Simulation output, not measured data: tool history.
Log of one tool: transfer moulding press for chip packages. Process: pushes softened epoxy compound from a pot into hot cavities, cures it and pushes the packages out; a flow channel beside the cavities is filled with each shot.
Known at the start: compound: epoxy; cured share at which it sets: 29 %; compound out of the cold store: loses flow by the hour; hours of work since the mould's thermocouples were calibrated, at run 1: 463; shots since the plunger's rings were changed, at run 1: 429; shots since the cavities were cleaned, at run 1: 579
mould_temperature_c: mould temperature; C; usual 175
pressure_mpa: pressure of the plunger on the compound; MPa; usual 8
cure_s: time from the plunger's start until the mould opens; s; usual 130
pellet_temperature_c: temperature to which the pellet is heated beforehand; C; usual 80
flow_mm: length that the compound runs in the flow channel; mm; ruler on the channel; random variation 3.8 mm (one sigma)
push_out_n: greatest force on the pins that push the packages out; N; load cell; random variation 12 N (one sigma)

run,day,mould_temperature_c,pressure_mpa,cure_s,pellet_temperature_c,hours of work since the mould's thermocouples were calibrated,shots since the plunger's rings were changed,shots since the cavities were cleaned,incoming compound's hours out of the cold store,flow_mm,push_out_n
1,0,175,8,130,80,463,429,579,36.9,877,791
# day 0.192: cavities cleaned with cleaning compound and waxed
2,1.138,175,8,130,80,479,679,220,46.9,830,669
3,2.208,175,8,130,80,495,928,469,31.3,889,788
# day 2.921: cavities cleaned with cleaning compound and waxed
4,2.925,175,8,164,80,504,1080,1,45.1,833,433
5,3.612,175,8,130,86,515,1241,162,44.6,831,652
6,4.554,175,6.6,130,80,529,1459,380,15.7,856,776
# day 5.612: cavities cleaned with cleaning compound and waxed
7,5.867,175,6.6,130,80,547,1751,60,31.4,792,644
8,7.121,175,6.6,130,80,566,2042,351,29.8,801,798
9,7.962,175,8.78,110,80,579,2238,547,25.2,932,1257
# day 8.371: cavities cleaned with cleaning compound and waxed
# day 9.071: mould's thermocouples calibrated
10,9.517,175,8.78,110,80,7,2566,247,44.5,845,870
11,10.546,175,8.78,110,80,22,2805,486,23.2,923,1056
# day 11.162: cavities cleaned with cleaning compound and waxed
12,11.967,175,8.78,110,80,42,3120,186,17.1,944,885

How the hidden state differs across the entries between the runs, from the last listed run before each to the first after it:
Between runs 1 and 2: cavities cleaned with cleaning compound and waxed (day 0.192)
  true mould temperature over the reading, C: -1.27 -> -1.31; pressure that reaches the compound, % of what is set: 98.39 -> 97.51; grip of the stained cavities, % over clean ones': 37.4 -> 17.9
  measured less the result without the state, flow_mm: -1 -> -5 mm; push_out_n: +258 -> +142 N
Between runs 3 and 4: cavities cleaned with cleaning compound and waxed (day 2.921)
  true mould temperature over the reading, C: -1.35 -> -1.37; pressure that reaches the compound, % of what is set: 96.76 -> 96.23; grip of the stained cavities, % over clean ones': 33.1 -> 1.5
  measured less the result without the state, flow_mm: -9 -> -11 mm; push_out_n: +244 -> +18 N
Between runs 6 and 7: cavities cleaned with cleaning compound and waxed (day 5.612)
  true mould temperature over the reading, C: -1.44 -> -1.48; pressure that reaches the compound, % of what is set: 95.01 -> 94.07; grip of the stained cavities, % over clean ones': 28.7 -> 8.7
  measured less the result without the state, flow_mm: -16 -> -18 mm; push_out_n: +228 -> +106 N
Between runs 9 and 10: cavities cleaned with cleaning compound and waxed (day 8.371); mould's thermocouples calibrated (day 9.071)
  true mould temperature over the reading, C: -1.56 -> 0.26; pressure that reaches the compound, % of what is set: 92.36 -> 91.22; grip of the stained cavities, % over clean ones': 38.6 -> 21.1
  measured less the result without the state, flow_mm: -30 -> -41 mm; push_out_n: +458 -> +136 N
Between runs 11 and 12: cavities cleaned with cleaning compound and waxed (day 11.162)
  true mould temperature over the reading, C: 0.23 -> 0.17; pressure that reaches the compound, % of what is set: 90.46 -> 89.44; grip of the stained cavities, % over clean ones': 34.9 -> 16.1
  measured less the result without the state, flow_mm: -49 -> -55 mm; push_out_n: +256 -> +112 N
